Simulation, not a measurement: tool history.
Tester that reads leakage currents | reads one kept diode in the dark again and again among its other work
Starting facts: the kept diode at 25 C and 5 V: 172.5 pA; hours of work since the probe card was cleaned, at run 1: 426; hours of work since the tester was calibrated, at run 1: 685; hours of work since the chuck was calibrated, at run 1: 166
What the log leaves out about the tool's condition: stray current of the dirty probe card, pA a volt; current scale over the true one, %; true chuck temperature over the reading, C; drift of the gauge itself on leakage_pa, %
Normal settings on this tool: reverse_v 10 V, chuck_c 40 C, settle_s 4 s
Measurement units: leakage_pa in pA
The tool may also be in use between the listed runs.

run   hour  reverse_v  chuck_c  settle_s  hours of work since the probe card was cleaned  hours of work since the tester was calibrated  hours of work since the chuck was calibrated  leakage_pa
  1      0         10       40         4                                             426                                            685                                           166      832.09
  2   25.9         10       40         4                                             445                                            704                                           185      832.51
  3   62.4         10       40         4                                             472                                            731                                           212      829.82
  4   84.3         10       40         4                                             488                                            747                                           228      828.24
  5  106.8         10       40         4                                             505                                            763                                           244      839.03
  6  124.5         10       40         4                                             518                                            776                                           257      833.61
  7  151.7         10       43         4                                             538                                            796                                           277     1071.18
  8  191.4         10       43         4                                             567                                            826                                           306     1065.33
  9  233.4         10       43         4                                             598                                            856                                           337     1070.46
 10  267.1         10       40         4                                             623                                            881                                           362       832.6
 11  285.4         10       40         4                                             636                                            895                                           376      843.47
 12  317.6         10       40         4                                             660                                            918                                           399      845.22
 13  349.8         10       40      4.87                                             683                                            942                                           423      844.31
 14  376.2         10       40      4.87                                             703                                            961                                           442      844.24
 15  416.4         10       46      4.94                                             732                                            991                                           472     1382.67
 16  445.6        2.2       25      0.65                                             754                                           1012                                           493      138.26
 17  480.4        1.5       26      1.28                                             780                                           1038                                           519      132.49
 18  500.5        1.5       26      1.28                                             794                                           1053                                           534      132.83
 19  539.5        1.1       45      0.42                                             823                                           1081                                           562      611.12
 20  560.9       18.3       40      7.83                                             839                                           1097                                           578     1057.84
 21    588       18.3       40      7.83                                             859                                           1117                                           598     1051.89
 22  629.5        4.7       49      1.04                                             889                                           1148                                           629     1372.66
 23  671.2        4.7       49      1.04                                             920                                           1178                                           659     1369.46
 24  712.5          3       30      5.18                                             950                                           1209                                           690       242.7
 25  751.1        2.2       40      1.04                                             979                                           1237                                           718      514.79
 26  785.5        2.2       23       1.4                                            1004                                           1262                                           743      117.65
 27  821.6         10       44      0.34                                            1030                                           1289                                           770     1198.25
 28  840.2         10       44      0.34                                            1044                                           1303                                           784     1202.64

Branching from run 28: 3 alternative next runs. What would each branch give?
  A   863         10       28      4.71                                            1061                                           1319                                           800           ?
  B   863       17.4       47      0.41                                            1061                                           1319                                           800           ?
  C   863          3       26         4                                            1061                                           1319                                           800           ?

run  leakage_pa
  A      314.25
  B     1867.01
  C      170.35
Had the tool no hidden state, the same runs would have come out as:
run  leakage_pa
  A      287.76
  B     1774.41
  C      159.02
